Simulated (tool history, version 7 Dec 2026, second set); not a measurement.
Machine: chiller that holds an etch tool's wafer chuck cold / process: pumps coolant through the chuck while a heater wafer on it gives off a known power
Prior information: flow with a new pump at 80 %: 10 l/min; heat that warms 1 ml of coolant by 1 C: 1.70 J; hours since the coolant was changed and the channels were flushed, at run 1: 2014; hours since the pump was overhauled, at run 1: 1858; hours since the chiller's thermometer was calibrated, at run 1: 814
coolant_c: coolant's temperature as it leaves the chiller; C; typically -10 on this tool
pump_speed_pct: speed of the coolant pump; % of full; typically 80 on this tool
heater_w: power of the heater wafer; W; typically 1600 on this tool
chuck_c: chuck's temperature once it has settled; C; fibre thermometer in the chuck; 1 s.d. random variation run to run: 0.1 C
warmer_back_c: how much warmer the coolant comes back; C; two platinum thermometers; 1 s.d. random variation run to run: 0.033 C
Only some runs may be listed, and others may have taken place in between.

| run | hour | coolant_c | pump_speed_pct | heater_w | hours since the coolant was changed and the channels were flushed | hours since the pump was overhauled | hours since the chiller's thermometer was calibrated | chuck_c | warmer_back_c |
|---|---|---|---|---|---|---|---|---|---|
| 1 | 0.0 | -10 | 80 | 1600 | 2014 | 1858 | 814 | 2.5 | 5.83 |
| 2 | 39.0 | -10 | 80 | 1744 | 2053 | 1897 | 853 | 3.4 | 6.39 |
| 3 | 64.7 | -10 | 69 | 1600 | 2078 | 1922 | 879 | 4.0 | 6.85 |
| 4 | 99.5 | -10 | 69 | 1600 | 2113 | 1957 | 914 | 3.9 | 6.90 |
| 5 | 135.2 | -10 | 61 | 1600 | 2149 | 1993 | 950 | 5.4 | 7.76 |
| 6 | 160.6 | -10 | 61 | 1600 | 2174 | 2018 | 975 | 5.5 | 7.74 |
| 7 | 193.6 | -10 | 80 | 1600 | 2207 | 2051 | 1008 | 2.6 | 5.92 |
| 8 | 213.1 | -10 | 80 | 1600 | 2227 | 2071 | 1027 | 2.7 | 5.86 |
| 9 | 232.8 | -10 | 80 | 1600 | 2246 | 2091 | 1047 | 2.7 | 5.89 |
| 10 | 250.7 | -10 | 80 | 814 | 2264 | 2108 | 1065 | -3.4 | 2.98 |
| 11 | 287.9 | -10 | 80 | 814 | 2301 | 2146 | 1102 | -3.4 | 2.96 |
| 12 | 323.6 | -10 | 80 | 1600 | 2337 | 2181 | 1138 | 2.6 | 5.84 |
| 13 | 348.5 | -10 | 80 | 1600 | 2362 | 2206 | 1163 | 2.9 | 5.88 |
| 14 | 389.4 | 0 | 80 | 1600 | 2403 | 2247 | 1204 | 12.8 | 5.89 |
| 15 | 409.3 | 0 | 80 | 1300 | 2423 | 2267 | 1224 | 10.6 | 4.74 |
| 16 | 430.8 | 0 | 80 | 1300 | 2444 | 2289 | 1245 | 10.4 | 4.78 |
| 17 | 463.7 | -10 | 82 | 1533 | 2477 | 2321 | 1278 | 1.9 | 5.51 |
| 18 | 490.3 | -10 | 82 | 1225 | 2504 | 2348 | 1305 | -0.2 | 4.40 |
| 19 | 530.5 | -10 | 100 | 1225 | 2544 | 2388 | 1345 | -1.4 | 3.57 |
| 20 | 554.3 | -8 | 80 | 1437 | 2568 | 2412 | 1369 | 3.6 | 5.31 |
| 21 | 591.4 | -8 | 80 | 1437 | 2605 | 2449 | 1406 | 3.7 | 5.33 |
| 22 | 626.8 | -4 | 80 | 1600 | 2640 | 2485 | 1441 | 9.1 | 5.87 |
| 23 | 650.8 | -19 | 76 | 1688 | 2664 | 2509 | 1465 | -4.5 | 6.63 |
| 24 | 677.7 | -13 | 74 | 1321 | 2691 | 2535 | 1492 | -1.6 | 5.34 |
| 25 | 700.3 | -10 | 80 | 833 | 2714 | 2558 | 1515 | -3.2 | 3.09 |
| 26 | 724.0 | -10 | 74 | 2187 | 2738 | 2582 | 1538 | 9.0 | 8.82 |
| 27 | 742.3 | -5 | 81 | 1669 | 2756 | 2600 | 1557 | 8.4 | 6.13 |
| 28 | 763.1 | -5 | 81 | 1669 | 2777 | 2621 | 1578 | 8.5 | 6.15 |
| 29 | 804.7 | -7 | 99 | 1502 | 2818 | 2662 | 1619 | 3.7 | 4.44 |
| 30 | 842.0 | -7 | 99 | 1502 | 2856 | 2700 | 1656 | 3.6 | 4.42 |
| 31 | 877.9 | -5 | 85 | 1263 | 2891 | 2736 | 1692 | 5.0 | 4.39 |

Alternative continuations, all from the tool just after run 31; predict every row:
| A | 911.6 | -17 | 85 | 1263 | 2925 | 2769 | 1726 | ? | ? |
| B | 911.6 | -5 | 96 | 1260 | 2925 | 2769 | 1726 | ? | ? |
| C | 911.6 | -20 | 85 | 1263 | 2925 | 2769 | 1726 | ? | ? |

| run | chuck_c | warmer_back_c |
|---|---|---|
| A | -6.7 | 4.42 |
| B | 4.4 | 3.87 |
| C | -9.9 | 4.41 |
Stripped of hidden state, with their random variation kept, the same runs would have yielded:
| run | chuck_c | warmer_back_c |
|---|---|---|
| A | -8.4 | 4.19 |
| B | 2.8 | 3.66 |
| C | -11.7 | 4.18 |
